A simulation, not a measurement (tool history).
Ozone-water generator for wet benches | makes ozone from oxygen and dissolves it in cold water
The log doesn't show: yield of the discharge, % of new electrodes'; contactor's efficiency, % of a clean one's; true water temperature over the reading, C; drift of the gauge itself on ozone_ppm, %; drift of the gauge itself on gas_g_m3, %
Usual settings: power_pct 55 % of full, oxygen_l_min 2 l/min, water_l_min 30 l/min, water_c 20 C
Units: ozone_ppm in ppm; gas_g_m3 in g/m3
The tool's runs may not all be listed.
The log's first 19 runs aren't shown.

run     day  power_pct  oxygen_l_min  water_l_min  water_c  hours of work since the electrodes were changed  hours of work since the contactor was cleaned  hours of work since the thermometer was calibrated  ozone_ppm  gas_g_m3
 20  17.258         75             2           30       20                                             1166                                           5683                                                1931        6.5       203
 21  18.104         76          2.09           39       25                                             1183                                           5701                                                1949        4.6     201.6
 22  19.488         67          2.09           39       27                                             1211                                           5729                                                1977        4.2     179.9
 23  20.879         92          2.89           39       27                                             1240                                           5757                                                2006          6     210.8
 24  22.212         46             2           20       19                                             1267                                           5785                                                2033        7.2     135.2
 25  23.033         52          2.13           30       15                                             1284                                           5802                                                2050        5.2     148.5
 26  23.767         41             2           30       20                                             1299                                           5817                                                2065        3.9     124.8
 27  24.867         41             2           41       13                                             1321                                           5839                                                2087        2.7     124.7
 28  26.238         55          1.36           20       20                                             1349                                           5867                                                2115        6.9     177.2
 29  27.471         55          2.34           30       17                                             1375                                           5892                                                2141        5.4     150.7
 30  28.104         55          2.34           30       17                                             1388                                           5905                                                2154        5.5     148.7
 31  28.704         55          2.34           30       17                                             1400                                           5918                                                2166        5.6     149.6
 32  29.671         55             2           30       20                                             1420                                           5937                                                2186        4.9     157.5

Forecast each of these 4 alternatives for the next run:
  A  30.383         55             2           30       22                                             1434                                           5952                                                2200          ?         ?
  B  30.383         55          3.54           39       13                                             1434                                           5952                                                2200          ?         ?
  C  30.383         55          2.94           30       20                                             1434                                           5952                                                2200          ?         ?
  D  30.383         55             2           30       20                                             1434                                           5952                                                2200          ?         ?

run  ozone_ppm  gas_g_m3
  A        5.2     156.5
  B          5     130.1
  C          6     138.4
  D        5.1     156.4
Without the tool's hidden state the same runs would have given:
run  ozone_ppm  gas_g_m3
  A        5.2       161
  B          5     133.8
  C          6     142.4
  D        5.1     160.9
